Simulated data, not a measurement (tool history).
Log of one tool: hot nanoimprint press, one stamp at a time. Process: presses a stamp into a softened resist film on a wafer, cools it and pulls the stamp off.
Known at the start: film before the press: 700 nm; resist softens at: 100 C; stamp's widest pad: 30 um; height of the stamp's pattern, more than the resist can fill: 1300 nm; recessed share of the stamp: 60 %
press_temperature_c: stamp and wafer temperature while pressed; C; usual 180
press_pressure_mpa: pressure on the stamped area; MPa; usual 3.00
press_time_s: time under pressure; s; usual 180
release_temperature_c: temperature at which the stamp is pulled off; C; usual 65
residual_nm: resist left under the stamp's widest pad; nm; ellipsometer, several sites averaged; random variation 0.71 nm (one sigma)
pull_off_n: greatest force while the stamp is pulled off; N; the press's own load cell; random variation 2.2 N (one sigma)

run,hour,press_temperature_c,press_pressure_mpa,press_time_s,release_temperature_c,residual_nm,pull_off_n
1,0.0,180,3.00,180,65,334.2,189
# hour 21.0: stamp cleaned and given a new release coat
2,36.3,180,3.00,180,65,334.6,169
3,62.6,180,3.00,180,65,333.4,172
4,88.3,180,3.00,180,65,332.5,177
5,111.9,180,3.00,180,65,332.9,180
# hour 137.7: stamp cleaned and given a new release coat
6,163.9,180,3.00,180,65,331.9,164
7,197.1,180,3.00,180,52,331.5,201
8,224.1,180,3.00,180,52,330.0,205
# hour 254.0: stamp cleaned and given a new release coat
9,265.9,173,3.00,180,65,388.9,169
10,313.7,173,3.00,180,65,386.5,171
11,359.8,173,3.00,180,65,385.1,186
# hour 372.0: stamp cleaned and given a new release coat
12,406.5,180,3.00,180,67,327.5,170
13,428.5,180,3.00,180,67,328.4,170
14,462.0,180,3.00,180,67,327.3,172
# hour 468.4: plate thermocouple calibrated
# hour 490.6: stamp cleaned and given a new release coat
15,494.6,180,3.00,180,67,320.5,161
16,519.9,174,4.39,180,65,299.0,167
17,563.0,180,2.68,175,68,342.4,168
# hour 606.6: stamp cleaned and given a new release coat
18,615.6,180,4.22,122,72,299.6,151
19,659.8,172,3.67,122,72,385.8,160
20,684.1,187,3.67,122,57,276.2,190
# hour 715.3: plate thermocouple calibrated, once more
21,715.3,180,3.00,255,59,302.9,193
# hour 725.4: stamp cleaned and given a new release coat
22,770.2,181,3.00,99,59,396.4,184
23,815.0,189,4.18,186,63,227.5,186
# hour 842.4: stamp cleaned and given a new release coat
24,863.8,189,4.18,186,63,226.5,169
25,905.5,189,4.23,186,68,224.2,172
26,943.5,189,4.23,186,68,223.8,180
# hour 959.0: stamp cleaned and given a new release coat
27,974.6,173,3.59,168,68,366.1,167
28,1020.5,173,3.59,168,68,365.5,173

The same runs without the tool's hidden state, with the same run-to-run variation:
The hidden state here: true temperature over the reading, C; pressure that arrives at the usual setting, %; grip of the stamp's worn release coat, % over a new coat's; drift of the gauge itself on residual_nm, %; drift of the gauge itself on pull_off_n, %.
run,residual_nm,pull_off_n
1,333.4,171
2,334.4,166
3,333.7,165
4,333.2,165
5,333.9,164
6,333.7,161
7,333.9,190
8,332.9,188
9,393.4,168
10,392.0,161
11,391.5,168
12,333.2,166
13,334.4,162
14,333.8,158
15,334.8,165
16,312.4,166
17,358.9,160
18,313.0,154
19,405.7,156
20,288.8,179
21,298.0,172
22,391.6,175
23,222.7,169
24,222.1,166
25,220.1,161
26,220.1,162
27,364.0,165
28,364.3,163

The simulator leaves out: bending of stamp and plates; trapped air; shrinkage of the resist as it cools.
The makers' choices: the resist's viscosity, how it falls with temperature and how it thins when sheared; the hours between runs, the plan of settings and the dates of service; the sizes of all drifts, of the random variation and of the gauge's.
